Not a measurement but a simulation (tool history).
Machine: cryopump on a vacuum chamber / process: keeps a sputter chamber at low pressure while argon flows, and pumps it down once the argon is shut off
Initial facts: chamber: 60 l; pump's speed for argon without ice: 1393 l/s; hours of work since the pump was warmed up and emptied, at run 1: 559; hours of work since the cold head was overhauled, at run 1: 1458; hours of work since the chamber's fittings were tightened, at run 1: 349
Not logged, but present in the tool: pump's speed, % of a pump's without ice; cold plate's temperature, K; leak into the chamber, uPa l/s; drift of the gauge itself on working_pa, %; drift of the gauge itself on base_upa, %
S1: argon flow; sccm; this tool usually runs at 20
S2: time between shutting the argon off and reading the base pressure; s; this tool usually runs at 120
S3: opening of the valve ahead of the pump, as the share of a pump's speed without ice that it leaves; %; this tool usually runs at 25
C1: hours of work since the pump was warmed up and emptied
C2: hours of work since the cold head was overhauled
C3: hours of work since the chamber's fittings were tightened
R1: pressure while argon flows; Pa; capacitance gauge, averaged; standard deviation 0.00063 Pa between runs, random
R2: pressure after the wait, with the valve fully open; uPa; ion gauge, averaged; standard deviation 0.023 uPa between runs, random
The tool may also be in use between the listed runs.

| run | hour | S1 | S2 | S3 | C1 | C2 | C3 | R1 | R2 |
|---|---|---|---|---|---|---|---|---|---|
| 1 | 0.0 | 20 | 120 | 25 | 559 | 1458 | 349 | 0.1048 | 1.20 |
| 2 | 83.7 | 20 | 120 | 25 | 618 | 1517 | 408 | 0.1059 | 1.26 |
| 3 | 151.4 | 20 | 71 | 25 | 665 | 1565 | 455 | 0.1062 | 1.64 |
| 4 | 205.8 | 20 | 120 | 25 | 704 | 1603 | 493 | 0.1066 | 1.37 |
| 5 | 246.1 | 20 | 120 | 25 | 732 | 1631 | 522 | 0.1088 | 1.45 |
| 6 | 335.3 | 20 | 120 | 20 | 795 | 1694 | 584 | 0.1341 | 1.55 |
|  | 381.0 | pump warmed up, emptied and cooled again |
| 7 | 421.8 | 20 | 120 | 20 | 29 | 1751 | 642 | 0.1225 | 1.33 |
| 8 | 486.7 | 22 | 120 | 25 | 74 | 1797 | 687 | 0.1089 | 1.33 |
| 9 | 559.2 | 22 | 120 | 25 | 125 | 1848 | 738 | 0.1094 | 1.44 |
| 10 | 626.8 | 22 | 120 | 25 | 173 | 1895 | 786 | 0.1088 | 1.50 |
| 11 | 672.0 | 22 | 120 | 25 | 204 | 1927 | 817 | 0.1096 | 1.53 |
| 12 | 746.4 | 20 | 105 | 25 | 257 | 1979 | 869 | 0.1001 | 1.70 |
| 13 | 794.6 | 20 | 120 | 32 | 291 | 2013 | 903 | 0.0795 | 1.70 |
| 14 | 875.2 | 18 | 120 | 25 | 347 | 2070 | 960 | 0.0923 | 1.78 |
| 15 | 955.5 | 19 | 120 | 25 | 404 | 2126 | 1016 | 0.0974 | 1.88 |
| 16 | 999.7 | 20 | 120 | 25 | 435 | 2157 | 1047 | 0.1036 | 1.99 |
| 17 | 1094.4 | 20 | 120 | 25 | 501 | 2223 | 1114 | 0.1046 | 2.01 |
| 18 | 1142.1 | 20 | 120 | 25 | 535 | 2257 | 1147 | 0.1055 | 2.15 |
| 19 | 1210.0 | 10 | 120 | 34 | 582 | 2305 | 1195 | 0.0395 | 2.26 |
| 20 | 1278.4 | 10 | 120 | 34 | 630 | 2353 | 1243 | 0.0404 | 2.34 |
| 21 | 1356.5 | 38 | 38 | 31 | 685 | 2408 | 1298 | 0.1685 | 3.70 |
| 22 | 1447.7 | 12 | 36 | 40 | 749 | 2472 | 1362 | 0.0442 | 3.79 |
| 23 | 1534.5 | 12 | 36 | 40 | 810 | 2533 | 1423 | 0.0444 | 4.00 |
|  | 1559.8 | pump warmed up, emptied and cooled again |
| 24 | 1596.6 | 18 | 32 | 31 | 26 | 2573 | 1463 | 0.0711 | 3.38 |
| 25 | 1659.8 | 20 | 120 | 20 | 70 | 2617 | 1508 | 0.1237 | 2.11 |
| 26 | 1734.8 | 13 | 144 | 18 | 123 | 2670 | 1560 | 0.0899 | 2.11 |
| 27 | 1794.7 | 30 | 64 | 26 | 165 | 2712 | 1602 | 0.1435 | 2.61 |
| 28 | 1848.2 | 24 | 150 | 48 | 203 | 2749 | 1640 | 0.0633 | 2.14 |
| 29 | 1944.0 | 10 | 120 | 25 | 270 | 2817 | 1707 | 0.0505 | 2.58 |
| 30 | 2020.9 | 27 | 118 | 52 | 324 | 2871 | 1761 | 0.0682 | 2.58 |
| 31 | 2102.9 | 27 | 118 | 52 | 381 | 2928 | 1819 | 0.0698 | 2.74 |
| 32 | 2174.2 | 20 | 137 | 23 | 432 | 2978 | 1869 | 0.1115 | 2.70 |
| 33 | 2259.5 | 20 | 137 | 23 | 491 | 3038 | 1929 | 0.1124 | 2.89 |
| 34 | 2340.8 | 20 | 137 | 23 | 549 | 3095 | 1986 | 0.1130 | 3.03 |

Difference, measured minus no-hidden-state, one row per run. Run-to-run variation is common to both terms; the gauge's own scatter need not be:
| run | R1 | R2 |
|---|---|---|
| 1 | +0.0075 | +0.47 |
| 2 | +0.0084 | +0.56 |
| 3 | +0.0093 | +0.65 |
| 4 | +0.0100 | +0.71 |
| 5 | +0.0106 | +0.76 |
| 6 | +0.0120 | +0.88 |
| 7 | +0.0006 | +0.60 |
| 8 | +0.0013 | +0.65 |
| 9 | +0.0019 | +0.72 |
| 10 | +0.0025 | +0.78 |
| 11 | +0.0029 | +0.82 |
| 12 | +0.0033 | +0.93 |
| 13 | +0.0038 | +0.99 |
| 14 | +0.0042 | +1.06 |
| 15 | +0.0053 | +1.17 |
| 16 | +0.0061 | +1.25 |
| 17 | +0.0072 | +1.34 |
| 18 | +0.0079 | +1.43 |
| 19 | +0.0044 | +1.55 |
| 20 | +0.0048 | +1.65 |
| 21 | +0.0204 | +1.87 |
| 22 | +0.0073 | +1.93 |
| 23 | +0.0082 | +2.13 |
| 24 | +0.0005 | +1.35 |
| 25 | +0.0011 | +1.42 |
| 26 | +0.0010 | +1.51 |
| 27 | +0.0033 | +1.54 |
| 28 | +0.0032 | +1.58 |
| 29 | +0.0017 | +1.83 |
| 30 | +0.0056 | +1.86 |
| 31 | +0.0068 | +2.03 |
| 32 | +0.0058 | +2.06 |
| 33 | +0.0068 | +2.26 |
| 34 | +0.0077 | +2.38 |

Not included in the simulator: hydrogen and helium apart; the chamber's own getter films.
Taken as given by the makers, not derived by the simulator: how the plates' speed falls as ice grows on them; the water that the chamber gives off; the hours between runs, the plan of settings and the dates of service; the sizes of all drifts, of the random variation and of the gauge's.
